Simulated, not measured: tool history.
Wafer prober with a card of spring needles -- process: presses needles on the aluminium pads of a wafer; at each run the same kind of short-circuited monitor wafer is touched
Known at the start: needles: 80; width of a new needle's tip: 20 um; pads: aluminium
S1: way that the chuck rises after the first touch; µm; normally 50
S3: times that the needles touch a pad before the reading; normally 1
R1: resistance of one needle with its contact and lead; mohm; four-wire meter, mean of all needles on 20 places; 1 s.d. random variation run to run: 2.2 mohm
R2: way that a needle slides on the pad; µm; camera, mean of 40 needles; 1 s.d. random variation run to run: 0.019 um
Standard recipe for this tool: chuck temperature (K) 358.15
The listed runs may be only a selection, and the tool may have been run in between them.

run 1 day=0 | S1=50 chuck_temperature_(K)=358.15 S3=1 | R1=344 R2=6.38
-- day=0.229 tips cleaned on abrasive film
run 2 day=0.658 | S1=50 chuck_temperature_(K)=358.15 S3=1 | R1=343 R2=6.4
-- day=0.954 tips cleaned on abrasive film
run 3 day=1.517 | S1=50 chuck_temperature_(K)=358.15 S3=1 | R1=357 R2=6.39
-- day=1.608 tips cleaned on abrasive film
-- day=2.321 tips cleaned on abrasive film
run 4 day=2.325 | S1=50 chuck_temperature_(K)=358.15 S3=1 | R1=264 R2=6.39
run 5 day=2.742 | S1=59 chuck_temperature_(K)=358.15 S3=1 | R1=312 R2=7.53
-- day=3.004 tips cleaned on abrasive film
run 6 day=3.471 | S1=59 chuck_temperature_(K)=358.15 S3=1 | R1=323 R2=7.53
-- day=3.738 tips cleaned on abrasive film
-- day=4.417 tips cleaned on abrasive film
run 7 day=4.417 | S1=59 chuck_temperature_(K)=358.15 S3=1 | R1=251 R2=7.54
run 8 day=5.012 | S1=34 chuck_temperature_(K)=303.15 S3=1 | R1=486 R2=4.3
-- day=5.075 tips cleaned on abrasive film
-- day=5.812 tips cleaned on abrasive film
run 9 day=5.883 | S1=33 chuck_temperature_(K)=333.15 S3=1 | R1=336 R2=4.16
-- day=6.538 tips cleaned on abrasive film
run 10 day=6.679 | S1=45 chuck_temperature_(K)=334.15 S3=3 | R1=276 R2=5.68
-- day=7.271 tips cleaned on abrasive film
run 11 day=7.638 | S1=45 chuck_temperature_(K)=333.15 S3=1 | R1=364 R2=5.66
-- day=7.988 tips cleaned on abrasive film
run 12 day=8.604 | S1=50 chuck_temperature_(K)=327.15 S3=1 | R1=352 R2=6.34
-- day=8.667 tips cleaned on abrasive film
run 13 day=9.179 | S1=50 chuck_temperature_(K)=327.15 S3=1 | R1=349 R2=6.29

Forecast each of these 5 alternatives for the next run:
-- day=9.333 tips cleaned on abrasive film
-- day=9.992 tips cleaned on abrasive film
run A day=10.062 | S1=50 chuck_temperature_(K)=358.15 S3=1 | R1=? R2=?
-- day=9.333 tips cleaned on abrasive film
-- day=9.992 tips cleaned on abrasive film
run B day=10.062 | S1=50 chuck_temperature_(K)=327.15 S3=1 | R1=? R2=?
-- day=9.333 tips cleaned on abrasive film
-- day=9.992 tips cleaned on abrasive film
run C day=10.062 | S1=66 chuck_temperature_(K)=329.15 S3=2 | R1=? R2=?
-- day=9.333 tips cleaned on abrasive film
-- day=9.992 tips cleaned on abrasive film
run D day=10.062 | S1=50 chuck_temperature_(K)=304.15 S3=2 | R1=? R2=?
-- day=9.333 tips cleaned on abrasive film
-- day=9.992 tips cleaned on abrasive film
run E day=10.062 | S1=50 chuck_temperature_(K)=373.15 S3=1 | R1=? R2=?

run=A R1=286 R2=6.29
run=B R1=278 R2=6.3
run=C R1=248 R2=8.37
run=D R1=256 R2=6.29
run=E R1=294 R2=6.29
With the hidden condition removed and each run's random variation left untouched, the same runs would have given:
run=A R1=248 R2=6.43
run=B R1=238 R2=6.44
run=C R1=233 R2=8.52
run=D R1=231 R2=6.43
run=E R1=257 R2=6.43
